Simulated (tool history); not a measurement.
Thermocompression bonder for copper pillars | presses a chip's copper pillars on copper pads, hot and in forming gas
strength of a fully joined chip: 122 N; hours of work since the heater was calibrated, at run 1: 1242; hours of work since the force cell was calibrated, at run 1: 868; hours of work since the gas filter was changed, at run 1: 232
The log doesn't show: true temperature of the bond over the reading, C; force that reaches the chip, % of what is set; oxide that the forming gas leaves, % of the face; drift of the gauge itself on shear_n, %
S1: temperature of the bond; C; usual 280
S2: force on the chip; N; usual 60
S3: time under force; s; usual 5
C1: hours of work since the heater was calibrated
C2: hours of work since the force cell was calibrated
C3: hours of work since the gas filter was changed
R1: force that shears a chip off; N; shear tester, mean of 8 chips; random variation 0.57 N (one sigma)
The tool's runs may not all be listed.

run,hour,S1,S2,S3,C1,C2,C3,R1
1,0.0,280,60,5,1242,868,232,51.2
2,25.9,280,60,15,1259,884,249,74.0
3,46.9,280,60,5,1273,898,262,50.8
4,77.3,304,60,5,1292,918,282,61.4
# hour 115.4: forming gas filter changed
5,118.0,259,60,5,1318,943,2,46.2
6,134.3,280,60,5,1329,954,12,55.5
7,157.4,280,60,5,1343,969,27,55.1
8,177.7,280,60,5,1356,982,40,55.2
9,204.9,280,60,5,1374,999,58,55.4
10,222.7,280,60,5,1385,1011,69,54.9
11,249.6,280,60,5,1403,1028,86,55.0
12,272.2,280,60,5,1417,1043,101,54.8
13,298.6,256,60,5,1434,1060,118,43.8
14,331.6,256,60,5,1456,1081,139,43.5
15,357.7,256,60,5,1472,1098,156,42.7
16,387.4,256,60,5,1491,1117,175,43.4
# hour 391.0: force cell calibrated
17,414.9,280,60,5,1508,15,192,53.1
18,439.9,280,60,5,1524,31,208,53.7
19,465.5,280,60,5,1541,48,224,52.3
20,484.4,280,60,5,1553,60,236,51.9
21,522.8,268,48,8,1578,85,261,47.8
22,541.2,306,79,3,1589,97,273,62.4
23,560.0,280,60,3,1602,109,285,41.5
24,586.5,280,72,7,1619,126,302,64.0
# hour 590.5: forming gas filter changed
# hour 603.6: force cell calibrated, once more
25,614.8,280,71,7,1635,7,15,71.7
26,652.3,265,81,5,1660,31,39,61.0
27,688.0,265,81,5,1683,54,62,60.5
28,721.5,265,81,5,1704,76,83,60.5
29,746.8,265,81,5,1720,92,100,60.9
30,778.7,265,81,5,1741,113,120,59.4
31,818.1,265,76,4,1766,138,145,52.5
32,853.2,280,60,4,1789,161,168,51.1
# hour 870.4: heater calibrated with a thermocouple chip
33,895.6,280,54,13,16,187,194,66.8
34,924.5,310,60,5,35,205,213,64.0
35,958.4,310,60,5,57,227,234,63.9
36,986.9,306,66,5,75,245,253,64.9
37,1011.5,306,66,5,91,261,269,65.5
38,1031.8,306,63,5,104,274,282,63.1
39,1051.8,306,63,5,117,287,294,64.1
# hour 1068.6: forming gas filter changed
40,1077.5,274,63,5,133,303,6,53.5

The same runs without the tool's hidden state, with the same run-to-run variation:
run,R1
1,54.2
2,79.2
3,54.3
4,66.4
5,45.0
6,54.5
7,54.5
8,54.8
9,55.2
10,54.9
11,55.2
12,55.3
13,44.1
14,44.1
15,43.5
16,44.5
17,55.3
18,56.3
19,55.2
20,54.9
21,50.8
22,67.3
23,44.6
24,69.4
25,68.3
26,58.0
27,57.8
28,58.2
29,59.0
30,57.9
31,51.3
32,50.6
33,71.5
34,68.9
35,69.2
36,70.8
37,71.8
38,69.5
39,70.7
40,53.5
